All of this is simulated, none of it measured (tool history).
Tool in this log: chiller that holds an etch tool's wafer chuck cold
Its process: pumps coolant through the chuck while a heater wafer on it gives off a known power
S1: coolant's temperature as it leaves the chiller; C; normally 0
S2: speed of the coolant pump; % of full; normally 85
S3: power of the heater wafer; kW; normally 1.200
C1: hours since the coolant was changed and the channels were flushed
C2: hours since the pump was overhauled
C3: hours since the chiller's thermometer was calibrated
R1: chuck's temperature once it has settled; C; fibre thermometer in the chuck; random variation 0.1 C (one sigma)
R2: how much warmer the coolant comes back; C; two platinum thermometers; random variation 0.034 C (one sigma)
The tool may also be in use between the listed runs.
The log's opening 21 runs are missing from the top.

At hour 2569.7: chiller's thermometer calibrated.
Run 22, hour 2652.6: usual settings but S1 -8 C, S2 64 % of full, S3 1.084 kW; C1 1223; C2 3220; C3 83. Result: R1 3.1 C, R2 7.09 C.
Run 23, hour 2731.7: usual settings but S1 -9 C, S2 65 % of full, S3 0.883 kW; C1 1302; C2 3299; C3 162. Result: R1 0.0 C, R2 5.74 C.
Run 24, hour 2823.3: usual settings but S1 9 C, S2 93 % of full, S3 0.842 kW; C1 1394; C2 3391; C3 254. Result: R1 15.4 C, R2 3.61 C.
Run 25, hour 2949.9: usual settings but S1 -6 C, S2 98 % of full, S3 1.176 kW; C1 1521; C2 3517; C3 380. Result: R1 2.6 C, R2 4.76 C.
Run 26, hour 3062.7: usual settings but S1 -9 C, S2 77 % of full, S3 1.093 kW; C1 1633; C2 3630; C3 493. Result: R1 0.8 C, R2 5.78 C.
Run 27, hour 3174.8: usual settings but S1 -3 C, S2 72 % of full, S3 1.041 kW; C1 1745; C2 3742; C3 605. Result: R1 6.9 C, R2 6.01 C.
Run 28, hour 3269.5: usual settings but S1 -3 C, S2 72 % of full, S3 1.041 kW; C1 1840; C2 3837; C3 700. Result: R1 7.0 C, R2 5.99 C.
Run 29, hour 3415.3: usual settings but S1 -3 C, S2 72 % of full, S3 1.041 kW; C1 1986; C2 3983; C3 846. Result: R1 7.1 C, R2 6.08 C.
Run 30, hour 3482.6: usual settings but S1 -3 C, S2 72 % of full, S3 1.041 kW; C1 2053; C2 4050; C3 913. Result: R1 7.1 C, R2 6.08 C.
Run 31, hour 3579.2: usual settings but S1 -5 C, S2 83 % of full, S3 0.690 kW; C1 2150; C2 4147; C3 1010. Result: R1 1.0 C, R2 3.43 C.

Branching from run 31: 5 alternative next runs. What would each branch give?
Run A, hour 3666.9: usual settings but S1 -5 C, S2 62 % of full, S3 0.913 kW; C1 2238; C2 4234; C3 1097. Result: R1 ?, R2 ?.
Run B, hour 3666.9: usual settings but S1 -10 C, S2 81 % of full, S3 1.050 kW; C1 2238; C2 4234; C3 1097. Result: R1 ?, R2 ?.
Run C, hour 3666.9: usual settings but S1 -5 C, S2 96 % of full, S3 0.603 kW; C1 2238; C2 4234; C3 1097. Result: R1 ?, R2 ?.
Run D, hour 3666.9: usual settings but S2 61 % of full, S3 1.076 kW; C1 2238; C2 4234; C3 1097. Result: R1 ?, R2 ?.
Run E, hour 3666.9: usual settings but S1 -5 C, S2 83 % of full, S3 1.515 kW; C1 2238; C2 4234; C3 1097. Result: R1 ?, R2 ?.

run    R1    R2
  A   5.2  6.38
  B  -0.8  5.39
  C  -0.3  2.52
  D  12.0  7.64
  E   8.1  7.50
Without the tool's unlogged condition, the same runs would have read:
run    R1    R2
  A   3.8  5.74
  B  -2.1  4.84
  C  -1.1  2.26
  D  10.4  6.87
  E   6.3  6.75
